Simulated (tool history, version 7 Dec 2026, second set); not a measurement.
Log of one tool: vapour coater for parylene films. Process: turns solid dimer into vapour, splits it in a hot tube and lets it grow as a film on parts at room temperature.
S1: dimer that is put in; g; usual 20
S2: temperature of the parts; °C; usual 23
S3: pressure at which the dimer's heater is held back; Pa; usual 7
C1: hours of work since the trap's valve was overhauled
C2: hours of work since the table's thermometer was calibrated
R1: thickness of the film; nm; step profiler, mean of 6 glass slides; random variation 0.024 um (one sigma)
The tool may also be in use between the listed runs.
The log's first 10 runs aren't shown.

run,day,S1,S2,S3,C1,C2,R1
11,13.2,18,23,7,506,1809,2610
12,14.779,18,23,7,539,1843,2560
13,16.55,14,23,7,577,1880,2020
14,17.45,24,23,7,596,1899,3470
15,18.95,23,23,7,628,1931,3300
16,19.775,9,23,7,645,1949,1270
# day 20.738: trap's valve overhauled
17,21.725,20,23,7,21,1986,2850
18,23.096,24,31,7.89,50,2015,2470
19,24.446,24,31,7.89,79,2044,2530
20,25.983,24,31,7.89,111,2077,2530
21,27.492,24,31,7.89,143,2109,2550
22,29.242,20,28,2.85,180,2146,3010
23,30.329,11,15,5.27,203,2169,2230
# day 30.629: table's thermometer calibrated
24,31.396,11,15,5.27,225,16,2250
25,32.908,11,15,5.27,257,48,2240
26,33.942,11,15,7.28,279,70,2080
27,35.321,25,21,2.15,308,99,5160
28,36.862,22,15,2.78,341,132,5290
29,38.65,19,15,2.78,379,170,4560
30,39.442,24,23,7,395,187,3380
31,41.058,19,18,10.1,430,221,2960
32,42.171,20,24,5.42,453,245,2960
33,43.35,20,20,6.92,478,270,3170
34,44.396,27,23,7,500,292,3860

Forecast each of these 5 alternatives for the next run:
A,46.092,20,23,7,536,328,?
B,46.092,20,23,6.33,536,328,?
C,46.092,20,20,7,536,328,?
D,46.092,10,23,7,536,328,?
E,46.092,31,16,9.76,536,328,?

run,R1
A,2850
B,2930
C,3140
D,1460
E,5250
Without the tool's hidden state the same runs would have given:
run,R1
A,2860
B,2940
C,3150
D,1460
E,5270
